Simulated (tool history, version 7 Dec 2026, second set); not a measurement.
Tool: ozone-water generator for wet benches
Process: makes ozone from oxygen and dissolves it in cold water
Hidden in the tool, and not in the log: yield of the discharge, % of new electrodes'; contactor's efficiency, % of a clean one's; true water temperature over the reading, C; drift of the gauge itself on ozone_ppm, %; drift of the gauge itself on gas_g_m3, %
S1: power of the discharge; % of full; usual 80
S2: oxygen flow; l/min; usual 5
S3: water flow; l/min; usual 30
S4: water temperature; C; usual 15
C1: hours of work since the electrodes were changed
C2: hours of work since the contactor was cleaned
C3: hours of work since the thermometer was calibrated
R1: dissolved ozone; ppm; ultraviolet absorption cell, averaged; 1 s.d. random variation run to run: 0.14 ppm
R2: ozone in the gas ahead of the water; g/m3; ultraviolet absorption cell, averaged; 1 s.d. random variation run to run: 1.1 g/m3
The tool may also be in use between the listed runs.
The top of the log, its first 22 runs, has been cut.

run 23 hour=648.7 | S1=71 S2=4 S3=48 S4=21 | C1=529 C2=66 C3=1195 | R1=7.9 R2=181.5
run 24 hour=675.6 | S1=80 S2=5 S3=30 S4=14 | C1=546 C2=83 C3=1212 | R1=15.9 R2=182.4
run 25 hour=702.4 | S1=82 S2=5 S3=22 S4=21 | C1=562 C2=99 C3=1228 | R1=19.2 R2=186.6
run 26 hour=738.5 | S1=82 S2=8.43 S3=25 S4=21 | C1=584 C2=122 C3=1251 | R1=19 R2=151.8
run 27 hour=766.9 | S1=75 S2=4.96 S3=25 S4=21 | C1=602 C2=139 C3=1268 | R1=16.1 R2=174.1
run 28 hour=805.3 | S1=75 S2=8.01 S3=28 S4=9 | C1=626 C2=163 C3=1292 | R1=19 R2=143.5
run 29 hour=839.2 | S1=75 S2=8.01 S3=28 S4=9 | C1=647 C2=184 C3=1313 | R1=18.9 R2=142.4
run 30 hour=869.4 | S1=55 S2=3.14 S3=30 S4=8 | C1=665 C2=203 C3=1332 | R1=10.1 R2=156.6
run 31 hour=901.6 | S1=43 S2=3.14 S3=28 S4=8 | C1=685 C2=222 C3=1352 | R1=8.7 R2=126.3
run 32 hour=937.8 | S1=43 S2=3.14 S3=21 S4=8 | C1=708 C2=245 C3=1374 | R1=12 R2=127.3
run 33 hour=978.7 | S1=80 S2=5.28 S3=38 S4=20 | C1=733 C2=270 C3=1399 | R1=12 R2=177.9
run 34 hour=1018.6 | S1=80 S2=5.28 S3=41 S4=7 | C1=758 C2=295 C3=1424 | R1=12.7 R2=177.8

Forecast each of these 3 alternatives for the next run:
run A hour=1047.3 | S1=68 S2=3.39 S3=27 S4=15 | C1=775 C2=313 C3=1442 | R1=? R2=?
run B hour=1047.3 | S1=80 S2=2.88 S3=35 S4=16 | C1=775 C2=313 C3=1442 | R1=? R2=?
run C hour=1047.3 | S1=90 S2=5 S3=19 S4=15 | C1=775 C2=313 C3=1442 | R1=? R2=?

run=A R1=13.4 R2=183.1
run=B R1=10.8 R2=224.7
run=C R1=25.4 R2=202.4
Had the tool no hidden state, the same runs would have come out as:
run=A R1=13.7 R2=186.6
run=B R1=11.1 R2=229.6
run=C R1=26.1 R2=207.3

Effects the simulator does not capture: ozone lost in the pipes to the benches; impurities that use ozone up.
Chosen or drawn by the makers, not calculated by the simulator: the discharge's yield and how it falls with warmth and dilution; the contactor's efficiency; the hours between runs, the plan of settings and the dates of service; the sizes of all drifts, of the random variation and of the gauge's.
